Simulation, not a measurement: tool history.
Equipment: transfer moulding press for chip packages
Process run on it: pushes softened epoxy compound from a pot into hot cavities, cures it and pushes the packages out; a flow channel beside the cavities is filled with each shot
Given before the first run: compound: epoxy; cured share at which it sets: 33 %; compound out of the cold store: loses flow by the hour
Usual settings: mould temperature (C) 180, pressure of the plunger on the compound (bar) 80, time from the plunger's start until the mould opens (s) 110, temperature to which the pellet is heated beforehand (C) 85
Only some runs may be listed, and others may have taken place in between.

run,hour,mould temperature (C),pressure of the plunger on the compound (bar),time from the plunger's start until the mould opens (s),temperature to which the pellet is heated beforehand (C),incoming compound's hours out of the cold store,length that the compound runs in the flow channel (mm),greatest force on the pins that push the packages out (N)
1,0,180,80,110,85,20.1,882,296
2,9.8,180,80,110,85,18.2,897,302
3,20.2,180,80,110,85,22.4,865,290
4,29.5,180,80,110,85,41.2,786,301
5,39.9,180,69.4,110,85,32.6,754,297
6,47.7,180,69.4,110,77,33.8,744,293
7,59.9,180,69.4,110,77,27.7,790,285
8,74.6,177,80,110,85,36.7,803,315
9,84.3,180,80,110,85,30.7,831,289
10,91.5,180,80,110,85,21.9,852,305
11,100.5,180,80,110,85,41.4,772,273
12,111,180,80,110,85,25.3,849,285
13,117.8,180,80,110,85,31.5,827,291
14,131.2,180,80,110,85,18.4,879,298
15,139.7,186,87.8,110,85,46.8,779,260
16,153.4,182,74,122,89,14.1,858,256
17,168.7,177,80,110,87,21.5,870,340
18,180.3,177,80,110,87,18.2,890,337
19,189.6,177,80,110,87,8.2,932,367
20,197.4,181,80,110,85,31,819,282
21,210.1,181,80,110,85,22.4,863,274
22,221,187,80,90,85,27.5,821,294
23,235.3,177,80,90,85,37.9,800,481
24,245.1,183,80,92,84,15.6,882,353
25,255.6,179,80,92,81,23.4,858,442
26,265.3,179,80,92,81,8.5,938,455
27,271.8,182,80,121,81,9.9,905,261
28,279.1,182,80,121,81,26.2,843,255

Not shown here: 5 entries made in the log between runs. Locate each between two listed runs and compare the hidden state at the listed run before it with the hidden state at the listed run after it:
From run 5 to run 6: cavities cleaned with cleaning compound and waxed (hour 47)
  pressure that reaches the compound, % of what is set: 99.86 -> 99.85; grip of the stained cavities, % over clean ones': 1.4 -> 0.1
From run 10 to run 11: cavities cleaned with cleaning compound and waxed (hour 98.8)
  pressure that reaches the compound, % of what is set: 99.78 -> 99.77; grip of the stained cavities, % over clean ones': 1.4 -> 0.1
From run 15 to run 16: cavities cleaned with cleaning compound and waxed (hour 150)
  pressure that reaches the compound, % of what is set: 99.7 -> 99.68; grip of the stained cavities, % over clean ones': 1.3 -> 0.4
From run 20 to run 21: cavities cleaned with cleaning compound and waxed (hour 201.5)
  pressure that reaches the compound, % of what is set: 99.6 -> 99.58; grip of the stained cavities, % over clean ones': 1.6 -> 0.4
From run 24 to run 25: cavities cleaned with cleaning compound and waxed (hour 253.2)
  pressure that reaches the compound, % of what is set: 99.52 -> 99.5; grip of the stained cavities, % over clean ones': 1.4 -> 0.2
